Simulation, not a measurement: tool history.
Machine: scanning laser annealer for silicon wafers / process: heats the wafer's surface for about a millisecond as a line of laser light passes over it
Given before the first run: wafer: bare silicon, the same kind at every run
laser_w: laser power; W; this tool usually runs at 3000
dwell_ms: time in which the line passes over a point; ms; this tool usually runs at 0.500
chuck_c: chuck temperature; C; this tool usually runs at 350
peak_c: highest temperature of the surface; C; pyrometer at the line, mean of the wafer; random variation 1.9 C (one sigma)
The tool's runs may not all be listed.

| run | hour | laser_w | dwell_ms | chuck_c | peak_c |
|---|---|---|---|---|---|
| 1 | 0.0 | 3000 | 0.500 | 350 | 1109 |
| 2 | 39.3 | 3000 | 0.500 | 350 | 1111 |
| 3 | 85.7 | 3000 | 0.500 | 350 | 1107 |
| 4 | 124.0 | 3000 | 0.500 | 350 | 1109 |
| 5 | 147.1 | 3000 | 0.500 | 350 | 1105 |
| 6 | 182.3 | 3000 | 0.500 | 350 | 1106 |
| 7 | 220.7 | 3000 | 0.500 | 388 | 1144 |
|  | 229.6 | window over the wafer cleaned |
| 8 | 251.2 | 3000 | 0.500 | 388 | 1146 |
| 9 | 297.4 | 2571 | 0.500 | 350 | 983 |
| 10 | 321.5 | 2571 | 0.500 | 350 | 984 |
| 11 | 351.4 | 3000 | 0.498 | 313 | 1069 |
| 12 | 381.9 | 3051 | 0.455 | 313 | 1043 |
| 13 | 412.9 | 2720 | 0.395 | 316 | 904 |
| 14 | 449.6 | 2720 | 0.395 | 316 | 904 |
| 15 | 480.4 | 2720 | 0.395 | 316 | 906 |
| 16 | 513.5 | 3138 | 0.413 | 315 | 1027 |
| 17 | 551.8 | 2665 | 0.361 | 367 | 913 |

Consider 4 possible next runs. They are alternatives, not a sequence: every one starts from the tool as it was left by run 17. What does each give?
| A | 599.5 | 2787 | 0.411 | 350 | ? |
| B | 599.5 | 3000 | 0.620 | 363 | ? |
| C | 599.5 | 3233 | 0.361 | 367 | ? |
| D | 599.5 | 2732 | 0.361 | 361 | ? |

| run | peak_c |
|---|---|
| A | 968 |
| B | 1224 |
| C | 1047 |
| D | 922 |
Take away the tool's hidden state, keep each run's random variation, and the runs would have read:
| run | peak_c |
|---|---|
| A | 969 |
| B | 1225 |
| C | 1048 |
| D | 923 |
